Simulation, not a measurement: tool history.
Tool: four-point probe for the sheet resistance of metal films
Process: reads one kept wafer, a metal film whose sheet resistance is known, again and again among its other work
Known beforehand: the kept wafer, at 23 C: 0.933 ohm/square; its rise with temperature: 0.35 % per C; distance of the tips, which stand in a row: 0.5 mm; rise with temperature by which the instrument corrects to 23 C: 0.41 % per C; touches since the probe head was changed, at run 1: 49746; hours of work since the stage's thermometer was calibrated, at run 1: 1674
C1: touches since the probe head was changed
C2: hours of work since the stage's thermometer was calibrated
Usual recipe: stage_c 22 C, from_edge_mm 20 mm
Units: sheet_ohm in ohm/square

{"run": 1, "hour": 0.0, "stage_c": 22, "from_edge_mm": 20, "C1": 49746, "C2": 1674, "sheet_ohm": 0.933899}
{"run": 2, "hour": 31.1, "stage_c": 22, "from_edge_mm": 20, "C1": 50344, "C2": 1688, "sheet_ohm": 0.934114}
{"run": 3, "hour": 106.1, "stage_c": 34, "from_edge_mm": 20, "C1": 51789, "C2": 1721, "sheet_ohm": 0.927329}
{"run": 4, "hour": 177.8, "stage_c": 34, "from_edge_mm": 20, "C1": 53171, "C2": 1752, "sheet_ohm": 0.927367}
{"run": 5, "hour": 219.5, "stage_c": 27, "from_edge_mm": 20, "C1": 53974, "C2": 1771, "sheet_ohm": 0.930898}
{"run": 6, "hour": 268.0, "stage_c": 27, "from_edge_mm": 20, "C1": 54909, "C2": 1792, "sheet_ohm": 0.9313}
{"run": 7, "hour": 309.4, "stage_c": 27, "from_edge_mm": 20, "C1": 55706, "C2": 1810, "sheet_ohm": 0.930852}
{"run": 8, "hour": 376.3, "stage_c": 27, "from_edge_mm": 20, "C1": 56995, "C2": 1840, "sheet_ohm": 0.930731}
{"run": 9, "hour": 417.9, "stage_c": 27, "from_edge_mm": 20, "C1": 57795, "C2": 1858, "sheet_ohm": 0.931132}
{"run": 10, "hour": 480.0, "stage_c": 20, "from_edge_mm": 20, "C1": 58993, "C2": 1885, "sheet_ohm": 0.935352}
{"run": 11, "hour": 541.2, "stage_c": 20, "from_edge_mm": 15, "C1": 60171, "C2": 1912, "sheet_ohm": 0.935156}
{"run": 12, "hour": 600.0, "stage_c": 20, "from_edge_mm": 15, "C1": 61304, "C2": 1938, "sheet_ohm": 0.935118}
{"run": 13, "hour": 658.2, "stage_c": 20, "from_edge_mm": 15, "C1": 62424, "C2": 1964, "sheet_ohm": 0.935294}
{"run": 14, "hour": 723.3, "stage_c": 20, "from_edge_mm": 15, "C1": 63679, "C2": 1993, "sheet_ohm": 0.935126}
{"run": 15, "hour": 783.6, "stage_c": 20, "from_edge_mm": 15, "C1": 64842, "C2": 2019, "sheet_ohm": 0.935186}
{"run": 16, "hour": 855.3, "stage_c": 20, "from_edge_mm": 15, "C1": 66222, "C2": 2051, "sheet_ohm": 0.935464}
{"run": 17, "hour": 904.3, "stage_c": 20, "from_edge_mm": 15, "C1": 67166, "C2": 2072, "sheet_ohm": 0.935391}
{"run": 18, "hour": 946.7, "stage_c": 20, "from_edge_mm": 15, "C1": 67983, "C2": 2091, "sheet_ohm": 0.935375}
{"run": 19, "hour": 1019.7, "stage_c": 22, "from_edge_mm": 20, "C1": 69389, "C2": 2123, "sheet_ohm": 0.933685}
{"run": 20, "hour": 1081.3, "stage_c": 21, "from_edge_mm": 52, "C1": 70576, "C2": 2150, "sheet_ohm": 0.934316}
{"run": 21, "hour": 1141.0, "stage_c": 19, "from_edge_mm": 20, "C1": 71725, "C2": 2177, "sheet_ohm": 0.935659}
{"run": 22, "hour": 1207.9, "stage_c": 19, "from_edge_mm": 20, "C1": 73015, "C2": 2206, "sheet_ohm": 0.935348}
{"run": 23, "hour": 1281.4, "stage_c": 25, "from_edge_mm": 3, "C1": 74430, "C2": 2238, "sheet_ohm": 0.945549}
{"hour": 1297.8, "done": "stage's thermometer calibrated"}
{"run": 24, "hour": 1357.7, "stage_c": 25, "from_edge_mm": 3, "C1": 75891, "C2": 26, "sheet_ohm": 0.945823}
{"run": 25, "hour": 1416.8, "stage_c": 25, "from_edge_mm": 3, "C1": 77029, "C2": 52, "sheet_ohm": 0.945702}
{"run": 26, "hour": 1488.5, "stage_c": 29, "from_edge_mm": 49, "C1": 78410, "C2": 84, "sheet_ohm": 0.929672}
{"run": 27, "hour": 1555.7, "stage_c": 20, "from_edge_mm": 21, "C1": 79705, "C2": 114, "sheet_ohm": 0.935272}
{"run": 28, "hour": 1604.9, "stage_c": 31, "from_edge_mm": 20, "C1": 80654, "C2": 135, "sheet_ohm": 0.928941}
{"run": 29, "hour": 1644.4, "stage_c": 32, "from_edge_mm": 15, "C1": 81414, "C2": 153, "sheet_ohm": 0.928657}
{"run": 30, "hour": 1686.9, "stage_c": 32, "from_edge_mm": 15, "C1": 82231, "C2": 171, "sheet_ohm": 0.928392}
{"run": 31, "hour": 1750.2, "stage_c": 18, "from_edge_mm": 34, "C1": 83452, "C2": 199, "sheet_ohm": 0.936319}
{"run": 32, "hour": 1809.0, "stage_c": 29, "from_edge_mm": 11, "C1": 84584, "C2": 225, "sheet_ohm": 0.93078}
{"run": 33, "hour": 1868.8, "stage_c": 18, "from_edge_mm": 35, "C1": 85736, "C2": 251, "sheet_ohm": 0.936063}
{"run": 34, "hour": 1902.7, "stage_c": 31, "from_edge_mm": 22, "C1": 86389, "C2": 266, "sheet_ohm": 0.928681}
{"run": 35, "hour": 1937.0, "stage_c": 18, "from_edge_mm": 16, "C1": 87049, "C2": 282, "sheet_ohm": 0.936475}
{"run": 36, "hour": 1971.1, "stage_c": 22, "from_edge_mm": 39, "C1": 87707, "C2": 297, "sheet_ohm": 0.933614}
{"run": 37, "hour": 2016.3, "stage_c": 24, "from_edge_mm": 29, "C1": 88577, "C2": 316, "sheet_ohm": 0.932757}
{"run": 38, "hour": 2081.1, "stage_c": 23, "from_edge_mm": 56, "C1": 89825, "C2": 345, "sheet_ohm": 0.933035}

4 ways to go on from here, each from the tool as it stands after run 38. What would each give?
{"run": "A", "hour": 2124.8, "stage_c": 26, "from_edge_mm": 29, "C1": 90669, "C2": 364, "sheet_ohm": "?"}
{"run": "B", "hour": 2124.8, "stage_c": 32, "from_edge_mm": 27, "C1": 90669, "C2": 364, "sheet_ohm": "?"}
{"run": "C", "hour": 2124.8, "stage_c": 23, "from_edge_mm": 7, "C1": 90669, "C2": 364, "sheet_ohm": "?"}
{"run": "D", "hour": 2124.8, "stage_c": 19, "from_edge_mm": 36, "C1": 90669, "C2": 364, "sheet_ohm": "?"}

run=A sheet_ohm=0.931832
run=B sheet_ohm=0.928235
run=C sheet_ohm=0.935298
run=D sheet_ohm=0.935367
Stripped of hidden state, with their random variation kept, the same runs would have yielded:
run=A sheet_ohm=0.931806
run=B sheet_ohm=0.928209
run=C sheet_ohm=0.935272
run=D sheet_ohm=0.935341

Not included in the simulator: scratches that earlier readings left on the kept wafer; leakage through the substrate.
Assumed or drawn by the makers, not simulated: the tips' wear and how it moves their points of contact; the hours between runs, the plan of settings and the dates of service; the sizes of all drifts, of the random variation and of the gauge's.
